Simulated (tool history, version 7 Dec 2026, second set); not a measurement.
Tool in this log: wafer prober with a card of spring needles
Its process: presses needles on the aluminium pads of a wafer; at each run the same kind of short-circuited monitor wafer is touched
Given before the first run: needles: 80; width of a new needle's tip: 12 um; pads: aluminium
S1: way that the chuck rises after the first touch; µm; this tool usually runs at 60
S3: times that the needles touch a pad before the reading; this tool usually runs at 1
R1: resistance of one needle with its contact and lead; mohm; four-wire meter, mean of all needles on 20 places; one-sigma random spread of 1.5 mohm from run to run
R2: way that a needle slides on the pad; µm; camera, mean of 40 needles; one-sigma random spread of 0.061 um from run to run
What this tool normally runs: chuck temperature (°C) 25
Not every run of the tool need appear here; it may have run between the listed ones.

run 1 day=0 | S1=60 chuck_temperature_(°C)=25 S3=1 | R1=149 R2=10.67
run 2 day=0.346 | S1=60 chuck_temperature_(°C)=25 S3=1 | R1=198 R2=10.63
run 3 day=0.562 | S1=60 chuck_temperature_(°C)=25 S3=1 | R1=178 R2=10.75
run 4 day=0.996 | S1=60 chuck_temperature_(°C)=25 S3=1 | R1=237 R2=10.52
run 5 day=1.292 | S1=60 chuck_temperature_(°C)=25 S3=1 | R1=148 R2=10.61
run 6 day=1.5 | S1=60 chuck_temperature_(°C)=25 S3=1 | R1=238 R2=10.5
run 7 day=1.9 | S1=50 chuck_temperature_(°C)=25 S3=1 | R1=208 R2=8.7
run 8 day=2.304 | S1=50 chuck_temperature_(°C)=25 S3=1 | R1=291 R2=8.76
run 9 day=2.571 | S1=50 chuck_temperature_(°C)=25 S3=1 | R1=296 R2=8.76
run 10 day=2.996 | S1=50 chuck_temperature_(°C)=25 S3=1 | R1=250 R2=8.63
run 11 day=3.429 | S1=68 chuck_temperature_(°C)=25 S3=1 | R1=175 R2=11.88

Not shown: 13 entries that the log had between the listed runs. Between which runs, and how does the tool's hidden state differ before and after?
Between runs 1 and 2: tips cleaned on abrasive film (day 0.246)
  debris on the tips, nm: 11.8 -> 52.7; way that the needles fall short of the set height, um: 0.91 -> 0.99; tips' diameter, um: 12.32 -> 12.35
  difference, measured minus the result without the unlogged condition, R1: +15 -> +65 mohm; R2: -0.16 -> -0.18 µm
Between runs 2 and 3: tips cleaned on abrasive film (day 0.508)
  debris on the tips, nm: 52.7 -> 36.7; way that the needles fall short of the set height, um: 0.99 -> 1.07; tips' diameter, um: 12.35 -> 12.37
  difference, measured minus the result without the unlogged condition, R1: +65 -> +45 mohm; R2: -0.18 -> -0.2 µm
Between runs 3 and 4: tips cleaned on abrasive film (day 0.783)
  debris on the tips, nm: 36.7 -> 81.5; way that the needles fall short of the set height, um: 1.07 -> 1.18; tips' diameter, um: 12.37 -> 12.41
  difference, measured minus the result without the unlogged condition, R1: +45 -> +102 mohm; R2: -0.2 -> -0.21 µm
Between runs 4 and 5: tips cleaned on abrasive film (day 1.042); tips cleaned on abrasive film (day 1.292)
  debris on the tips, nm: 81.5 -> 8.9; way that the needles fall short of the set height, um: 1.18 -> 1.42; tips' diameter, um: 12.41 -> 12.5
  difference, measured minus the result without the unlogged condition, R1: +102 -> +13 mohm; R2: -0.21 -> -0.26 µm
Between runs 6 and 7: tips cleaned on abrasive film (day 1.558); tips cleaned on abrasive film (day 1.833)
  debris on the tips, nm: 81.2 -> 38.9; way that the needles fall short of the set height, um: 1.42 -> 1.63; tips' diameter, um: 12.5 -> 12.57
  difference, measured minus the result without the unlogged condition, R1: +104 -> +70 mohm; R2: -0.25 -> -0.29 µm
Between runs 7 and 8: tips cleaned on abrasive film (day 2.088)
  debris on the tips, nm: 38.9 -> 85.5; way that the needles fall short of the set height, um: 1.63 -> 1.71; tips' diameter, um: 12.57 -> 12.6
  difference, measured minus the result without the unlogged condition, R1: +70 -> +153 mohm; R2: -0.29 -> -0.31 µm
Between runs 8 and 9: tips cleaned on abrasive film (day 2.35)
  debris on the tips, nm: 85.5 -> 86.8; way that the needles fall short of the set height, um: 1.71 -> 1.81; tips' diameter, um: 12.6 -> 12.63
  difference, measured minus the result without the unlogged condition, R1: +153 -> +157 mohm; R2: -0.31 -> -0.33 µm
Between runs 9 and 10: tips cleaned on abrasive film (day 2.617); tips cleaned on abrasive film (day 2.871)
  debris on the tips, nm: 86.8 -> 59.5; way that the needles fall short of the set height, um: 1.81 -> 2.06; tips' diameter, um: 12.63 -> 12.72
  difference, measured minus the result without the unlogged condition, R1: +157 -> +110 mohm; R2: -0.33 -> -0.37 µm
Between runs 10 and 11: tips cleaned on abrasive film (day 3.117); tips cleaned on abrasive film (day 3.375)
  debris on the tips, nm: 59.5 -> 37.8; way that the needles fall short of the set height, um: 2.06 -> 2.25; tips' diameter, um: 12.72 -> 12.79
  difference, measured minus the result without the unlogged condition, R1: +110 -> +42 mohm; R2: -0.37 -> -0.41 µm
